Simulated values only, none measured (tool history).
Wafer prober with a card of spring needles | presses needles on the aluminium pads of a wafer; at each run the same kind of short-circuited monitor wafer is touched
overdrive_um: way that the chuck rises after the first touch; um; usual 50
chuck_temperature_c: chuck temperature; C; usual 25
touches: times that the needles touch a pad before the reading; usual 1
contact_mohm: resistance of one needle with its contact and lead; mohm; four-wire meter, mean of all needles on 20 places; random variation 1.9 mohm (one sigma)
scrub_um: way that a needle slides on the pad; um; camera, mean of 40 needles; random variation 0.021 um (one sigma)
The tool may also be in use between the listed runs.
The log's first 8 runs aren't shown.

-- hour=54.1 tips cleaned on abrasive film
run 9 hour=59.5 | overdrive_um=50 chuck_temperature_c=25 touches=1 | contact_mohm=197 scrub_um=13.48
-- hour=62.6 tips cleaned on abrasive film
run 10 hour=68.9 | overdrive_um=50 chuck_temperature_c=25 touches=1 | contact_mohm=196 scrub_um=13.51
-- hour=70.8 tips cleaned on abrasive film
run 11 hour=77.1 | overdrive_um=50 chuck_temperature_c=25 touches=1 | contact_mohm=196 scrub_um=13.49
-- hour=79.7 tips cleaned on abrasive film
run 12 hour=82.8 | overdrive_um=50 chuck_temperature_c=25 touches=3 | contact_mohm=196 scrub_um=13.49
-- hour=87.9 tips cleaned on abrasive film
run 13 hour=89.5 | overdrive_um=50 chuck_temperature_c=25 touches=3 | contact_mohm=194 scrub_um=13.46
-- hour=96.3 tips cleaned on abrasive film
run 14 hour=98.0 | overdrive_um=50 chuck_temperature_c=55 touches=1 | contact_mohm=201 scrub_um=13.51
-- hour=104.8 tips cleaned on abrasive film
run 15 hour=106.2 | overdrive_um=50 chuck_temperature_c=55 touches=1 | contact_mohm=204 scrub_um=13.48
run 16 hour=110.2 | overdrive_um=50 chuck_temperature_c=55 touches=1 | contact_mohm=207 scrub_um=13.53
-- hour=113.4 tips cleaned on abrasive film
run 17 hour=114.5 | overdrive_um=50 chuck_temperature_c=55 touches=1 | contact_mohm=199 scrub_um=13.48
-- hour=121.9 tips cleaned on abrasive film
run 18 hour=122.4 | overdrive_um=50 chuck_temperature_c=55 touches=1 | contact_mohm=201 scrub_um=13.47
-- hour=129.9 tips cleaned on abrasive film
run 19 hour=130.9 | overdrive_um=50 chuck_temperature_c=55 touches=1 | contact_mohm=202 scrub_um=13.47
run 20 hour=136.9 | overdrive_um=50 chuck_temperature_c=55 touches=1 | contact_mohm=204 scrub_um=13.51
-- hour=138.3 tips cleaned on abrasive film
run 21 hour=142.9 | overdrive_um=45 chuck_temperature_c=34 touches=2 | contact_mohm=201 scrub_um=12.16
-- hour=146.4 tips cleaned on abrasive film
run 22 hour=148.7 | overdrive_um=45 chuck_temperature_c=34 touches=2 | contact_mohm=198 scrub_um=12.10
-- hour=154.7 tips cleaned on abrasive film
run 23 hour=154.7 | overdrive_um=45 chuck_temperature_c=34 touches=3 | contact_mohm=194 scrub_um=12.14
run 24 hour=159.1 | overdrive_um=44 chuck_temperature_c=30 touches=2 | contact_mohm=199 scrub_um=11.85
-- hour=162.9 tips cleaned on abrasive film
run 25 hour=167.7 | overdrive_um=44 chuck_temperature_c=30 touches=2 | contact_mohm=198 scrub_um=11.88
-- hour=171.1 tips cleaned on abrasive film
run 26 hour=175.1 | overdrive_um=44 chuck_temperature_c=30 touches=2 | contact_mohm=199 scrub_um=11.86
-- hour=179.6 tips cleaned on abrasive film
run 27 hour=179.7 | overdrive_um=36 chuck_temperature_c=25 touches=2 | contact_mohm=199 scrub_um=9.73
run 28 hour=184.1 | overdrive_um=36 chuck_temperature_c=25 touches=2 | contact_mohm=200 scrub_um=9.71
-- hour=188.1 tips cleaned on abrasive film
run 29 hour=188.2 | overdrive_um=50 chuck_temperature_c=39 touches=1 | contact_mohm=198 scrub_um=13.47
-- hour=190.8 height of the first contact set anew
-- hour=196.8 tips cleaned on abrasive film
run 30 hour=198.1 | overdrive_um=36 chuck_temperature_c=109 touches=2 | contact_mohm=219 scrub_um=9.71
-- hour=205.1 tips cleaned on abrasive film
run 31 hour=205.8 | overdrive_um=36 chuck_temperature_c=109 touches=2 | contact_mohm=217 scrub_um=9.71
run 32 hour=212.3 | overdrive_um=36 chuck_temperature_c=109 touches=2 | contact_mohm=217 scrub_um=9.71
-- hour=213.7 tips cleaned on abrasive film
run 33 hour=218.4 | overdrive_um=33 chuck_temperature_c=82 touches=1 | contact_mohm=215 scrub_um=8.89

4 ways to go on from here, each from the tool as it stands after run 33. What would each give?
-- hour=222.4 tips cleaned on abrasive film
run A hour=227.2 | overdrive_um=31 chuck_temperature_c=64 touches=2 | contact_mohm=? scrub_um=?
-- hour=222.4 tips cleaned on abrasive film
run B hour=227.2 | overdrive_um=44 chuck_temperature_c=82 touches=1 | contact_mohm=? scrub_um=?
-- hour=222.4 tips cleaned on abrasive film
run C hour=227.2 | overdrive_um=42 chuck_temperature_c=82 touches=1 | contact_mohm=? scrub_um=?
-- hour=222.4 tips cleaned on abrasive film
run D hour=227.2 | overdrive_um=35 chuck_temperature_c=31 touches=1 | contact_mohm=? scrub_um=?

run=A contact_mohm=209 scrub_um=8.35
run=B contact_mohm=210 scrub_um=11.84
run=C contact_mohm=209 scrub_um=11.35
run=D contact_mohm=203 scrub_um=9.47
Without the tool's hidden state the same runs would have given:
run=A contact_mohm=208 scrub_um=8.35
run=B contact_mohm=209 scrub_um=11.84
run=C contact_mohm=208 scrub_um=11.35
run=D contact_mohm=203 scrub_um=9.47
